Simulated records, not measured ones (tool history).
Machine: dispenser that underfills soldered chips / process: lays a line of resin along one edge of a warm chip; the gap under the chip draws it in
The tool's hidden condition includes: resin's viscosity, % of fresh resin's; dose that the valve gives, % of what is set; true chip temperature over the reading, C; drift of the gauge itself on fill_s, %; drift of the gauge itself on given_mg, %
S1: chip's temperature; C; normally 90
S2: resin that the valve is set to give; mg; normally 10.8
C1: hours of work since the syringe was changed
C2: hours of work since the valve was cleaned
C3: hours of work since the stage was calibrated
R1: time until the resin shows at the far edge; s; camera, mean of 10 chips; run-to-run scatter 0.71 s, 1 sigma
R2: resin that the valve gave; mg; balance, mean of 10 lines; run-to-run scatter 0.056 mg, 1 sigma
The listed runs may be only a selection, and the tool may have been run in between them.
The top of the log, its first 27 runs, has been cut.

| run | day | S1 | S2 | C1 | C2 | C3 | R1 | R2 |
|---|---|---|---|---|---|---|---|---|
|  | 10.962 | new syringe of resin |
| 28 | 11.096 | 90 | 9.8 | 3 | 46 | 227 | 73 | 9.73 |
| 29 | 11.433 | 97 | 11.4 | 9 | 52 | 234 | 73.8 | 11.24 |
|  | 11.612 | new syringe of resin |
| 30 | 11.696 | 81 | 11.8 | 2 | 57 | 238 | 88.4 | 11.65 |
| 31 | 12.083 | 81 | 11.8 | 9 | 64 | 246 | 123.5 | 11.53 |
|  | 12.275 | new syringe of resin |
| 32 | 12.492 | 90 | 10.4 | 4 | 72 | 253 | 74.7 | 10.09 |
|  | 12.908 | new syringe of resin |
| 33 | 12.929 | 90 | 10.4 | 0 | 80 | 261 | 63 | 10.01 |
| 34 | 13.308 | 79 | 10.2 | 7 | 87 | 268 | 127.5 | 9.87 |
|  | 13.571 | new syringe of resin |
| 35 | 13.608 | 92 | 11.6 | 1 | 92 | 273 | 60.1 | 11.16 |

Branching from run 35: 4 alternative next runs. What would each branch give?
| A | 13.85 | 102 | 11.6 | 5 | 97 | 278 | ? | ? |
| B | 13.85 | 102 | 12.5 | 5 | 97 | 278 | ? | ? |
| C | 13.85 | 92 | 9.5 | 5 | 97 | 278 | ? | ? |
| D | 13.85 | 86 | 12.8 | 5 | 97 | 278 | ? | ? |

| run | R1 | R2 |
|---|---|---|
| A | 54 | 11.24 |
| B | 52.7 | 12.05 |
| C | 77.4 | 9.15 |
| D | 86.3 | 12.37 |
Take away the tool's hidden state, keep each run's random variation, and the runs would have read:
| run | R1 | R2 |
|---|---|---|
| A | 44.2 | 11.67 |
| B | 43.2 | 12.5 |
| C | 63.1 | 9.5 |
| D | 71.2 | 12.83 |

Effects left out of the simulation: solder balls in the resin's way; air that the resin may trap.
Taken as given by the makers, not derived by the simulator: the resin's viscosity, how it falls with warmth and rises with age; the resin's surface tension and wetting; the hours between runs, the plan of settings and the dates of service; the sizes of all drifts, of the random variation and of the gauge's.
